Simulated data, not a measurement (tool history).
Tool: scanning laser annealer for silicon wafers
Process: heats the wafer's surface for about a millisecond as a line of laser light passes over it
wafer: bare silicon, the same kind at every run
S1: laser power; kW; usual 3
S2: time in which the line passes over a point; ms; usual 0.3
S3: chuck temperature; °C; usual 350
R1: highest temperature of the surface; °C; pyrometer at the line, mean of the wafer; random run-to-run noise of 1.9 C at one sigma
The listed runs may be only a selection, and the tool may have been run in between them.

{"run": 1, "hour": 0.0, "S1": 3, "S2": 0.3, "S3": 350, "R1": 1171}
{"run": 2, "hour": 25.4, "S1": 3, "S2": 0.3, "S3": 350, "R1": 1174}
{"run": 3, "hour": 45.9, "S1": 3, "S2": 0.3, "S3": 350, "R1": 1171}
{"run": 4, "hour": 65.0, "S1": 3, "S2": 0.3, "S3": 350, "R1": 1172}
{"run": 5, "hour": 98.7, "S1": 3.205, "S2": 0.3, "S3": 350, "R1": 1235}
{"run": 6, "hour": 112.8, "S1": 3, "S2": 0.3, "S3": 350, "R1": 1167}
{"run": 7, "hour": 141.9, "S1": 3, "S2": 0.3, "S3": 350, "R1": 1173}
{"run": 8, "hour": 165.2, "S1": 3, "S2": 0.255, "S3": 350, "R1": 1095}
{"run": 9, "hour": 194.3, "S1": 3, "S2": 0.255, "S3": 350, "R1": 1094}
{"run": 10, "hour": 209.2, "S1": 3, "S2": 0.297, "S3": 350, "R1": 1164}
{"run": 11, "hour": 223.2, "S1": 3, "S2": 0.297, "S3": 350, "R1": 1163}
{"run": 12, "hour": 237.4, "S1": 3, "S2": 0.297, "S3": 350, "R1": 1163}
{"run": 13, "hour": 256.6, "S1": 3, "S2": 0.297, "S3": 350, "R1": 1161}
{"run": 14, "hour": 275.5, "S1": 3, "S2": 0.3, "S3": 350, "R1": 1167}
{"run": 15, "hour": 300.0, "S1": 3, "S2": 0.3, "S3": 350, "R1": 1165}
{"run": 16, "hour": 326.5, "S1": 3, "S2": 0.3, "S3": 350, "R1": 1163}
{"run": 17, "hour": 351.6, "S1": 3, "S2": 0.3, "S3": 350, "R1": 1162}
{"run": 18, "hour": 372.2, "S1": 3, "S2": 0.3, "S3": 350, "R1": 1166}
{"run": 19, "hour": 394.0, "S1": 2.907, "S2": 0.3, "S3": 350, "R1": 1131}
{"run": 20, "hour": 409.7, "S1": 2.907, "S2": 0.3, "S3": 350, "R1": 1131}
{"run": 21, "hour": 429.1, "S1": 2.907, "S2": 0.3, "S3": 350, "R1": 1130}
{"run": 22, "hour": 455.4, "S1": 2.907, "S2": 0.3, "S3": 350, "R1": 1129}
{"run": 23, "hour": 470.9, "S1": 2.907, "S2": 0.3, "S3": 350, "R1": 1129}
{"run": 24, "hour": 492.2, "S1": 2.907, "S2": 0.3, "S3": 350, "R1": 1130}
{"run": 25, "hour": 518.4, "S1": 2.907, "S2": 0.3, "S3": 350, "R1": 1128}
{"run": 26, "hour": 544.0, "S1": 2.907, "S2": 0.3, "S3": 350, "R1": 1129}
{"run": 27, "hour": 561.3, "S1": 2.907, "S2": 0.3, "S3": 350, "R1": 1127}
{"run": 28, "hour": 590.2, "S1": 2.916, "S2": 0.241, "S3": 380, "R1": 1066}
{"run": 29, "hour": 617.2, "S1": 3.142, "S2": 0.3, "S3": 318, "R1": 1168}
{"run": 30, "hour": 637.0, "S1": 3.142, "S2": 0.348, "S3": 353, "R1": 1278}
{"run": 31, "hour": 663.4, "S1": 3.153, "S2": 0.291, "S3": 389, "R1": 1225}
{"run": 32, "hour": 683.8, "S1": 3, "S2": 0.257, "S3": 350, "R1": 1085}
{"run": 33, "hour": 712.6, "S1": 3, "S2": 0.257, "S3": 350, "R1": 1086}
{"run": 34, "hour": 734.3, "S1": 3, "S2": 0.257, "S3": 350, "R1": 1084}
{"hour": 742.5, "done": "optics aligned, line set to its width"}
{"run": 35, "hour": 770.9, "S1": 3, "S2": 0.359, "S3": 382, "R1": 1282}
{"run": 36, "hour": 790.1, "S1": 3, "S2": 0.239, "S3": 386, "R1": 1099}
{"run": 37, "hour": 806.4, "S1": 3.247, "S2": 0.262, "S3": 351, "R1": 1171}
{"run": 38, "hour": 836.1, "S1": 3.247, "S2": 0.262, "S3": 351, "R1": 1172}
{"run": 39, "hour": 863.0, "S1": 3.247, "S2": 0.262, "S3": 351, "R1": 1174}
{"run": 40, "hour": 878.1, "S1": 3.247, "S2": 0.22, "S3": 340, "R1": 1082}
{"run": 41, "hour": 910.2, "S1": 3.247, "S2": 0.372, "S3": 357, "R1": 1360}

Each row is a separate what-if for the run after 41, all from the same tool condition, not one after another. Results?
{"run": "A", "hour": 935.9, "S1": 3.206, "S2": 0.259, "S3": 387, "R1": "?"}
{"run": "B", "hour": 935.9, "S1": 3.232, "S2": 0.369, "S3": 357, "R1": "?"}
{"run": "C", "hour": 935.9, "S1": 2.901, "S2": 0.299, "S3": 355, "R1": "?"}
{"run": "D", "hour": 935.9, "S1": 2.753, "S2": 0.342, "S3": 357, "R1": "?"}

run=A R1=1191
run=B R1=1347
run=C R1=1131
run=D R1=1142
The same runs, with their run-to-run variation unchanged, on a tool lacking any hidden condition would have given:
run=A R1=1217
run=B R1=1379
run=C R1=1156
run=D R1=1167

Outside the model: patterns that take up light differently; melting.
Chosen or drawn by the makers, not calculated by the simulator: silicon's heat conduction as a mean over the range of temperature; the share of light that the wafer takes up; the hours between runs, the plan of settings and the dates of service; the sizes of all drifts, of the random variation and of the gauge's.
